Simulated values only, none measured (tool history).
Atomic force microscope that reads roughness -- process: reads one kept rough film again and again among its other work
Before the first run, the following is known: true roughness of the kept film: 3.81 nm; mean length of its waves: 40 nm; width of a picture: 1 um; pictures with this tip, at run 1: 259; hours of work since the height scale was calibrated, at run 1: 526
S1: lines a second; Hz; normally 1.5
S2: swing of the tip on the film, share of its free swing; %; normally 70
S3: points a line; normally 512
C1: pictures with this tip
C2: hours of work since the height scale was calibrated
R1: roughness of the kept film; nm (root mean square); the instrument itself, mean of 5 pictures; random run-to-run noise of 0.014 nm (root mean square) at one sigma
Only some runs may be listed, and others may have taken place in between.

| run | day | S1 | S2 | S3 | C1 | C2 | R1 |
|---|---|---|---|---|---|---|---|
| 1 | 0 | 1.5 | 70 | 512 | 259 | 526 | 3.378 |
| 2 | 1.429 | 1.5 | 70 | 512 | 290 | 541 | 3.408 |
| 3 | 3.162 | 1.5 | 70 | 512 | 328 | 559 | 3.378 |
| 4 | 4.779 | 1.5 | 73 | 512 | 363 | 576 | 3.338 |
|  | 5.296 | new tip fitted |
| 5 | 6.975 | 1.5 | 77 | 512 | 37 | 599 | 3.313 |
| 6 | 8.808 | 1.5 | 77 | 512 | 77 | 618 | 3.35 |
| 7 | 11.162 | 1.5 | 80 | 512 | 128 | 642 | 3.309 |
| 8 | 12.733 | 1.5 | 80 | 512 | 162 | 659 | 3.269 |
| 9 | 15.054 | 1.87 | 80 | 512 | 212 | 683 | 3.264 |
| 10 | 16.604 | 1.87 | 80 | 512 | 246 | 699 | 3.228 |
| 11 | 18.071 | 1.5 | 57 | 512 | 277 | 714 | 3.478 |
| 12 | 20.033 | 1.5 | 57 | 512 | 320 | 735 | 3.495 |
| 13 | 21.904 | 1.31 | 81 | 512 | 360 | 754 | 3.291 |
|  | 22.517 | new tip fitted |
| 14 | 23.192 | 1.81 | 84 | 528 | 15 | 767 | 3.177 |
| 15 | 24.158 | 1.81 | 84 | 528 | 36 | 777 | 3.169 |
| 16 | 26.258 | 0.68 | 74 | 864 | 81 | 799 | 3.453 |
| 17 | 27.95 | 1.05 | 55 | 536 | 118 | 817 | 3.509 |
| 18 | 30.158 | 1.05 | 69 | 857 | 166 | 840 | 3.439 |
| 19 | 32.496 | 2.9 | 83 | 269 | 217 | 864 | 2.972 |
| 20 | 33.775 | 2.9 | 83 | 269 | 244 | 877 | 2.978 |
| 21 | 34.767 | 1.5 | 60 | 512 | 266 | 888 | 3.469 |
| 22 | 36.575 | 1.5 | 60 | 512 | 305 | 907 | 3.459 |
| 23 | 37.608 | 1.41 | 59 | 900 | 328 | 917 | 3.46 |
| 24 | 38.617 | 0.7 | 70 | 668 | 349 | 928 | 3.493 |

Forecast each of these 5 alternatives for the next run:
|  | 39.638 | new tip fitted |
| A | 39.825 | 1.5 | 70 | 782 | 4 | 940 | ? |
|  | 39.638 | new tip fitted |
| B | 39.825 | 1.07 | 58 | 668 | 4 | 940 | ? |
|  | 39.638 | new tip fitted |
| C | 39.825 | 1.85 | 70 | 668 | 4 | 940 | ? |
|  | 39.638 | new tip fitted |
| D | 39.825 | 2.24 | 75 | 374 | 4 | 940 | ? |
|  | 39.638 | new tip fitted |
| E | 39.825 | 3.59 | 70 | 668 | 4 | 940 | ? |

| run | R1 |
|---|---|
| A | 3.404 |
| B | 3.518 |
| C | 3.386 |
| D | 3.25 |
| E | 3.19 |
With no hidden state in the tool, these same runs would have given:
| run | R1 |
|---|---|
| A | 3.405 |
| B | 3.519 |
| C | 3.386 |
| D | 3.25 |
| E | 3.191 |

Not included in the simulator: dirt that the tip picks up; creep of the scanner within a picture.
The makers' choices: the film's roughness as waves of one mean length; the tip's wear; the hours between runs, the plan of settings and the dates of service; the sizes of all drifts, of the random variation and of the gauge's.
